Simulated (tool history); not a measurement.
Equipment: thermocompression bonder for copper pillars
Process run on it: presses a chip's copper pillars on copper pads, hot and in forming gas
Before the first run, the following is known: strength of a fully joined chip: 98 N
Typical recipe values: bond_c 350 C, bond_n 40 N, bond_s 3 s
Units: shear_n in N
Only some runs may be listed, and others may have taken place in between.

| run | hour | bond_c | bond_n | bond_s | shear_n |
|---|---|---|---|---|---|
| 1 | 0 | 350 | 40 | 3 | 43.46 |
| 2 | 97.8 | 350 | 40 | 3 | 43.17 |
|  | 131.3 | force cell calibrated |
| 3 | 196.2 | 350 | 40 | 3 | 40.07 |
|  | 286.1 | forming gas filter changed |
| 4 | 286.1 | 350 | 40 | 3 | 41.24 |
| 5 | 370.1 | 350 | 40 | 3 | 41.02 |
| 6 | 428.5 | 343 | 40 | 3 | 38.15 |
| 7 | 512.3 | 350 | 40 | 5 | 48.91 |
| 8 | 576.1 | 350 | 40 | 3 | 40.41 |
| 9 | 644.6 | 350 | 40 | 3 | 40.15 |
| 10 | 689.3 | 345 | 40 | 3 | 38.45 |
|  | 737.9 | forming gas filter changed |
| 11 | 761.3 | 345 | 40 | 3 | 39.28 |
| 12 | 855.1 | 357 | 26 | 6 | 41.84 |
| 13 | 907.7 | 350 | 47 | 6 | 57.46 |
| 14 | 999.8 | 350 | 47 | 6 | 57.32 |
| 15 | 1054.5 | 350 | 47 | 6 | 56.94 |
| 16 | 1134.5 | 350 | 31 | 6 | 43.48 |
|  | 1191.1 | forming gas filter changed |
| 17 | 1233.8 | 370 | 59 | 3 | 62.18 |

Below are 4 alternative next runs, each starting from the tool's condition after run 17. Predict each:
| A | 1287.2 | 370 | 43 | 2 | ? |
| B | 1287.2 | 326 | 59 | 4 | ? |
| C | 1287.2 | 350 | 40 | 2 | ? |
| D | 1287.2 | 342 | 40 | 3 | ? |

| run | shear_n |
|---|---|
| A | 44.63 |
| B | 47.42 |
| C | 35.11 |
| D | 37.92 |
Stripped of hidden state, with their random variation kept, the same runs would have yielded:
| run | shear_n |
|---|---|
| A | 45.43 |
| B | 48.49 |
| C | 35.86 |
| D | 38.75 |

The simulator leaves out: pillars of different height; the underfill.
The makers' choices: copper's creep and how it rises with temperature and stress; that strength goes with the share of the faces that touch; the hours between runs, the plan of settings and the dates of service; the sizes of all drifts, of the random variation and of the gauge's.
